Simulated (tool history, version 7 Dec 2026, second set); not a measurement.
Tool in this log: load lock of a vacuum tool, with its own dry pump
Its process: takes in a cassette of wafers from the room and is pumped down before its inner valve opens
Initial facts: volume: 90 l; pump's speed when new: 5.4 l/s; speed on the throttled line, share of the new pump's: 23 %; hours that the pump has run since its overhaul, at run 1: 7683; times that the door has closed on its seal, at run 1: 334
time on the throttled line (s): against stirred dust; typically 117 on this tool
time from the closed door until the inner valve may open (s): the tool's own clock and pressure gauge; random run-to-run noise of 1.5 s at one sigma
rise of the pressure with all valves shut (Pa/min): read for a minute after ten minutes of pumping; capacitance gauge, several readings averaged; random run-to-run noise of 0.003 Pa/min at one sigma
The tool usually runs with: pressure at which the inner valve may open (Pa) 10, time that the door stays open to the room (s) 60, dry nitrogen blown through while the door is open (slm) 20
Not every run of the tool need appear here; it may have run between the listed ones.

run	hour	time on the throttled line (s)	pressure at which the inner valve may open (Pa)	time that the door stays open to the room (s)	dry nitrogen blown through while the door is open (slm)	hours that the pump has run since its overhaul	times that the door has closed on its seal	incoming humidity of the room's air, %	time from the closed door until the inner valve may open (s)	rise of the pressure with all valves shut (Pa/min)
1	0.0	117	10	60	20	7683	334	46.8	267.0	0.020
2	63.3	117	10	28	20	7746	414	43.7	266.2	0.014
3	131.8	117	10	60	29	7815	501	43.3	264.6	0.022
4	182.2	117	10	60	29	7865	565	42.6	263.1	0.018
5	278.5	117	10	60	20	7962	687	45.9	264.8	0.027
6	363.0	189	10	60	20	8046	794	45.7	321.4	0.029
7	454.0	117	10	35	20	8137	909	43.8	266.7	0.019
8	531.7	117	10	60	20	8215	1007	47.1	266.0	0.023
9	633.5	117	10	60	20	8317	1136	45.9	267.4	0.032
10	709.7	117	10	60	7	8393	1232	45.7	267.9	0.040
11	759.4	117	10	60	7	8442	1295	45.3	268.2	0.037
12	827.2	117	10	60	20	8510	1381	45.5	271.8	0.029
13	924.5	117	10	60	20	8608	1504	42.6	271.9	0.028
14	991.8	62	10	60	20	8675	1589	44.6	227.9	0.029
15	1076.8	62	10	60	20	8760	1697	44.4	227.8	0.033
16	1132.4	116	12	131	15	8815	1767	44.8	266.3	0.051
17	1226.0	117	10	60	17	8909	1885	44.8	272.4	0.037

For run 18, what comes out?
18	1283.9	117	10	60	17	8967	1959	44.7	?	?

time from the closed door until the inner valve may open (s): 268.4
rise of the pressure with all valves shut (Pa/min): 0.035
On a tool with no hidden condition, and with the same random variation, this run would have come out at time from the closed door until the inner valve may open (s) 242.1, rise of the pressure with all valves shut (Pa/min) 0.026.
